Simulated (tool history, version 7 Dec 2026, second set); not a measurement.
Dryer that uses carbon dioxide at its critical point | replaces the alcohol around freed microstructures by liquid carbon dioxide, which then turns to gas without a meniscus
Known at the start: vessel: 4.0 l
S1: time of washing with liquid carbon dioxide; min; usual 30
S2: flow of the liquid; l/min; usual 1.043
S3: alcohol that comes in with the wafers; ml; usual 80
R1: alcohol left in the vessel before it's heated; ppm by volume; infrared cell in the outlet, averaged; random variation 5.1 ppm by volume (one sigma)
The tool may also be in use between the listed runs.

run 1 hour=0.0 | S1=30 S2=1.043 S3=80 | R1=185
run 2 hour=6.8 | S1=30 S2=1.043 S3=80 | R1=186
run 3 hour=13.0 | S1=27 S2=1.043 S3=80 | R1=249
run 4 hour=20.8 | S1=27 S2=1.043 S3=80 | R1=255
run 5 hour=27.2 | S1=27 S2=1.043 S3=80 | R1=256
run 6 hour=34.4 | S1=30 S2=1.043 S3=80 | R1=198
run 7 hour=44.1 | S1=30 S2=1.043 S3=80 | R1=210
run 8 hour=52.6 | S1=30 S2=1.043 S3=80 | R1=205
run 9 hour=60.9 | S1=34 S2=1.680 S3=25 | R1=140
run 10 hour=65.4 | S1=37 S2=0.840 S3=21 | R1=153
run 11 hour=72.6 | S1=39 S2=0.850 S3=38 | R1=164
run 12 hour=80.2 | S1=30 S2=1.180 S3=29 | R1=146

The next listed run, before its measurement:
run 13 hour=86.4 | S1=34 S2=1.043 S3=80 | R1=?

R1: 182 ppm by volume
Without the tool's hidden state the same run would have given R1 32 ppm by volume.

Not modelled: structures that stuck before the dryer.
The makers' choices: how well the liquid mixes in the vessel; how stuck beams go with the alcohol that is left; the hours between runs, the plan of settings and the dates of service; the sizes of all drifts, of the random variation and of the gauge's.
